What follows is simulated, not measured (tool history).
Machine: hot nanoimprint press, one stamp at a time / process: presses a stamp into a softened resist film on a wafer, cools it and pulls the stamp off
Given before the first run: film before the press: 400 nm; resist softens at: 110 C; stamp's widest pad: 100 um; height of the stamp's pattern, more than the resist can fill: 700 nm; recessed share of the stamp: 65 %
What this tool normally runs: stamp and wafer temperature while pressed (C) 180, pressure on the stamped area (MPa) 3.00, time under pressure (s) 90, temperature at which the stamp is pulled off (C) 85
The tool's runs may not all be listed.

run	hour	stamp and wafer temperature while pressed (C)	pressure on the stamped area (MPa)	time under pressure (s)	temperature at which the stamp is pulled off (C)	resist left under the stamp's widest pad (Å)	greatest force while the stamp is pulled off (N)
1	0.0	180	3.00	90	85	1502	168
2	13.0	180	3.00	90	85	1502	165
3	32.4	180	3.00	90	85	1498	162
4	45.2	180	3.00	90	85	1506	169
5	53.9	180	3.00	90	88	1503	159
6	68.1	180	3.00	90	88	1509	160
7	86.5	180	3.00	120	88	1335	156
8	104.1	180	3.00	120	88	1328	155
9	123.1	180	3.00	120	88	1335	154
10	132.7	189	2.76	120	86	1016	166
11	146.9	189	2.76	120	86	1016	163
12	166.1	191	3.34	83	87	1036	156
13	185.7	184	3.26	99	87	1216	159
14	202.8	184	3.48	99	87	1180	164
15	218.3	169	1.95	129	78	2288	182
# hour 232.9: stamp cleaned and given a new release coat
16	239.0	174	3.87	90	85	1675	167
17	254.6	174	3.87	90	85	1673	159
18	271.4	174	3.87	90	85	1678	163

5 options for the next run, each taken on its own from the tool as it stands now. Forecast them:
A	285.7	180	3.00	114	85	?	?
B	285.7	171	2.02	90	85	?	?
C	285.7	174	3.87	90	85	?	?
D	285.7	181	3.87	90	85	?	?
E	285.7	174	2.62	90	85	?	?

run	resist left under the stamp's widest pad (Å)	greatest force while the stamp is pulled off (N)
A	1369	161
B	2388	162
C	1681	168
D	1304	158
E	1974	159
With the hidden condition removed and each run's random variation left untouched, the same runs would have given:
run	resist left under the stamp's widest pad (Å)	greatest force while the stamp is pulled off (N)
A	1356	161
B	2365	162
C	1665	168
D	1291	157
E	1955	159
